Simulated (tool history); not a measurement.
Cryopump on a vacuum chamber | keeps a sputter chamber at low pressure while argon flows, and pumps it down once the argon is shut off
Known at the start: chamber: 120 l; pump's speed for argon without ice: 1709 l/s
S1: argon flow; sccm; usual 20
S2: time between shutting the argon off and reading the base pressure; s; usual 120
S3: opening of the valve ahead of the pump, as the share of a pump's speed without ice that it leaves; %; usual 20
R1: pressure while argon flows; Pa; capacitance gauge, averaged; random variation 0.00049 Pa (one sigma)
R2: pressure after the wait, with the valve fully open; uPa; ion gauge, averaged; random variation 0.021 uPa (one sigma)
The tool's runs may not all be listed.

| run | hour | S1 | S2 | S3 | R1 | R2 |
|---|---|---|---|---|---|---|
| 1 | 0.0 | 20 | 120 | 20 | 0.1006 | 0.67 |
| 2 | 17.5 | 20 | 34 | 20 | 0.1014 | 1.46 |
| 3 | 33.3 | 20 | 34 | 20 | 0.1005 | 1.47 |
| 4 | 54.7 | 20 | 34 | 20 | 0.1013 | 1.43 |
| 5 | 67.1 | 20 | 34 | 53 | 0.0400 | 1.48 |
| 6 | 85.2 | 9 | 34 | 53 | 0.0179 | 1.44 |
| 7 | 100.7 | 9 | 34 | 53 | 0.0173 | 1.49 |
| 8 | 127.2 | 9 | 34 | 53 | 0.0175 | 1.47 |
| 9 | 151.6 | 9 | 34 | 53 | 0.0177 | 1.48 |
| 10 | 174.8 | 9 | 34 | 53 | 0.0181 | 1.50 |
| 11 | 187.1 | 9 | 34 | 53 | 0.0180 | 1.50 |
| 12 | 207.7 | 20 | 120 | 32 | 0.0644 | 0.72 |
| 13 | 225.4 | 20 | 120 | 32 | 0.0634 | 0.73 |
| 14 | 242.0 | 20 | 30 | 35 | 0.0594 | 1.67 |
| 15 | 254.2 | 18 | 120 | 19 | 0.0961 | 0.70 |
| 16 | 280.6 | 18 | 112 | 16 | 0.1134 | 0.77 |
| 17 | 308.5 | 9 | 35 | 26 | 0.0351 | 1.53 |
| 18 | 324.6 | 9 | 35 | 26 | 0.0364 | 1.53 |
| 19 | 349.8 | 9 | 35 | 60 | 0.0160 | 1.52 |
| 20 | 368.2 | 9 | 35 | 60 | 0.0155 | 1.53 |
| 21 | 387.5 | 31 | 35 | 23 | 0.1376 | 1.59 |
| 22 | 410.9 | 31 | 43 | 23 | 0.1375 | 1.35 |

Forecast each of these 5 alternatives for the next run:
| A | 434.3 | 20 | 97 | 20 | ? | ? |
| B | 434.3 | 25 | 43 | 23 | ? | ? |
| C | 434.3 | 17 | 116 | 21 | ? | ? |
| D | 434.3 | 20 | 276 | 20 | ? | ? |
| E | 434.3 | 33 | 21 | 20 | ? | ? |

| run | R1 | R2 |
|---|---|---|
| A | 0.1027 | 0.83 |
| B | 0.1113 | 1.32 |
| C | 0.0835 | 0.80 |
| D | 0.1015 | 0.63 |
| E | 0.1678 | 2.30 |
Without the tool's hidden state the same runs would have given:
| run | R1 | R2 |
|---|---|---|
| A | 0.0995 | 0.55 |
| B | 0.1074 | 1.04 |
| C | 0.0808 | 0.51 |
| D | 0.0984 | 0.34 |
| E | 0.1626 | 2.02 |

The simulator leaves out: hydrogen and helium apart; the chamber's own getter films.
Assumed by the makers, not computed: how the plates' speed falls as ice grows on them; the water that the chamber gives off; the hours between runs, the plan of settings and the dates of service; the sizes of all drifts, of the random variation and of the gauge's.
